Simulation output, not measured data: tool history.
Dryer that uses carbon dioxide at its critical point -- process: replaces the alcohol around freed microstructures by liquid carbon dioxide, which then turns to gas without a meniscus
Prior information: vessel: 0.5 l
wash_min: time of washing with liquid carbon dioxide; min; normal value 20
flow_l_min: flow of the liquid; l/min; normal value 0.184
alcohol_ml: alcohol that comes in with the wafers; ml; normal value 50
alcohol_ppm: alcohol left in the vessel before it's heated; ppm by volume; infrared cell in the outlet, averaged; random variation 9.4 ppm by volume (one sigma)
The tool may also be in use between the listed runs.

run	hour	wash_min	flow_l_min	alcohol_ml	alcohol_ppm
1	0	20	0.184	50	922
2	21.9	12	0.184	50	5884
3	62.5	20	0.184	50	988
4	83.1	20	0.208	50	582
5	99.9	20	0.208	50	590
6	131.5	20	0.208	50	636
7	151.5	20	0.208	50	638
# hour 172.4: inlet filter changed
8	186.9	20	0.208	50	339
9	206.2	20	0.208	50	348
10	246	22	0.184	50	419
11	275.7	22	0.184	50	438
12	299.2	22	0.184	50	450
13	327.1	22	0.184	50	462
14	344.3	22	0.184	50	487
15	371.6	20	0.184	50	766
16	399.6	20	0.184	50	774
17	440.3	20	0.184	20	386
18	464.3	20	0.184	23	445
19	488.3	20	0.184	23	458
20	522.9	19	0.184	50	1216
21	553.6	19	0.184	50	1188
22	585.6	19	0.184	50	1268
23	618.7	19	0.184	50	1312
24	645.9	18	0.158	117	6452
25	667.1	28	0.171	62	423
26	686	28	0.125	62	1761
27	709.2	28	0.118	62	2225

Run 28, settings as shown, results not yet in. Your forecast:
# hour 715.8: inlet filter changed
28	740.2	28	0.12	26	?

{"run 28": {"alcohol_ppm": 555}}
Were there no unlogged condition in the tool, this run, its random variation unchanged, would have produced alcohol_ppm 436 ppm by volume.

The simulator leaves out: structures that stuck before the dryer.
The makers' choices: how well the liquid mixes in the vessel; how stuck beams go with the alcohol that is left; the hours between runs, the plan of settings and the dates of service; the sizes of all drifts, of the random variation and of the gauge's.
